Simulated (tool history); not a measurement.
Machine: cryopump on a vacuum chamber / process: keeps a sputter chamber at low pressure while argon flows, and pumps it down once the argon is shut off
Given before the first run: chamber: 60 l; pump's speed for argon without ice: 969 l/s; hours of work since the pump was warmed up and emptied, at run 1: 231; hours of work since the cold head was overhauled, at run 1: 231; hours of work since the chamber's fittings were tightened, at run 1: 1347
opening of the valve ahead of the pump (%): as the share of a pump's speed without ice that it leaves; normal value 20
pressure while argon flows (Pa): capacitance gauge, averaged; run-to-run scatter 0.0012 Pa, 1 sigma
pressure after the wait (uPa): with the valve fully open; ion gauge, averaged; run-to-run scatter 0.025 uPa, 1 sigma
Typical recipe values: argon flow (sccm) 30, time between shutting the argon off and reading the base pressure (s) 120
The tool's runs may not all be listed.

| run | hour | argon flow (sccm) | time between shutting the argon off and reading the base pressure (s) | opening of the valve ahead of the pump (%) | hours of work since the pump was warmed up and emptied | hours of work since the cold head was overhauled | hours of work since the chamber's fittings were tightened | pressure while argon flows (Pa) | pressure after the wait (uPa) |
|---|---|---|---|---|---|---|---|---|---|
| 1 | 0 | 30 | 120 | 20 | 231 | 231 | 1347 | 0.2653 | 1.55 |
| 2 | 18.2 | 49 | 120 | 20 | 240 | 240 | 1357 | 0.4383 | 1.64 |
| 3 | 30.3 | 30 | 120 | 53 | 247 | 247 | 1363 | 0.1056 | 1.67 |
| 4 | 42 | 30 | 120 | 20 | 253 | 253 | 1369 | 0.2688 | 1.66 |
| 5 | 50.6 | 30 | 120 | 20 | 257 | 257 | 1373 | 0.2675 | 1.64 |
| 6 | 67.5 | 30 | 120 | 20 | 266 | 266 | 1382 | 0.2714 | 1.59 |
| 7 | 85.4 | 30 | 71 | 20 | 276 | 276 | 1392 | 0.2681 | 2.18 |
| 8 | 98.5 | 30 | 71 | 20 | 282 | 282 | 1398 | 0.2671 | 2.13 |
| 9 | 107.4 | 30 | 71 | 20 | 287 | 287 | 1403 | 0.2693 | 2.2 |
| 10 | 118.7 | 30 | 71 | 20 | 293 | 293 | 1409 | 0.2681 | 2.2 |
| 11 | 135.5 | 44 | 154 | 25 | 302 | 302 | 1418 | 0.3191 | 1.61 |
| 12 | 151.3 | 23 | 45 | 16 | 310 | 310 | 1426 | 0.2576 | 2.86 |
| 13 | 169.6 | 20 | 120 | 20 | 319 | 319 | 1435 | 0.1801 | 1.71 |
| 14 | 187 | 38 | 120 | 38 | 328 | 328 | 1444 | 0.1861 | 1.74 |
| 15 | 198.7 | 47 | 56 | 32 | 335 | 335 | 1451 | 0.2683 | 2.46 |
| 16 | 210.4 | 47 | 56 | 32 | 341 | 341 | 1457 | 0.2709 | 2.53 |
| 17 | 227.2 | 18 | 81 | 16 | 349 | 349 | 1465 | 0.2025 | 2.13 |
| 18 | 239.3 | 30 | 41 | 25 | 356 | 356 | 1472 | 0.218 | 3.07 |

Table of differences, measured result less the result of that run with no hidden state. Run-to-run variation is the same in both. Gauge scatter possibly is not:
The hidden state here: pump's speed, % of a pump's without ice; cold plate's temperature, K; leak into the chamber, uPa l/s; drift of the gauge itself on working_pa, %; drift of the gauge itself on base_upa, %.
| run | pressure while argon flows (Pa) | pressure after the wait (uPa) |
|---|---|---|
| 1 | +0.006 | +0.63 |
| 2 | +0.0103 | +0.67 |
| 3 | +0.0065 | +0.67 |
| 4 | +0.0066 | +0.67 |
| 5 | +0.0068 | +0.68 |
| 6 | +0.0071 | +0.66 |
| 7 | +0.0072 | +0.71 |
| 8 | +0.0074 | +0.7 |
| 9 | +0.0076 | +0.71 |
| 10 | +0.0077 | +0.72 |
| 11 | +0.0118 | +0.75 |
| 12 | +0.0064 | +0.74 |
| 13 | +0.0057 | +0.73 |
| 14 | +0.0113 | +0.75 |
| 15 | +0.0141 | +0.76 |
| 16 | +0.0145 | +0.77 |
| 17 | +0.0057 | +0.8 |
| 18 | +0.0097 | +0.78 |

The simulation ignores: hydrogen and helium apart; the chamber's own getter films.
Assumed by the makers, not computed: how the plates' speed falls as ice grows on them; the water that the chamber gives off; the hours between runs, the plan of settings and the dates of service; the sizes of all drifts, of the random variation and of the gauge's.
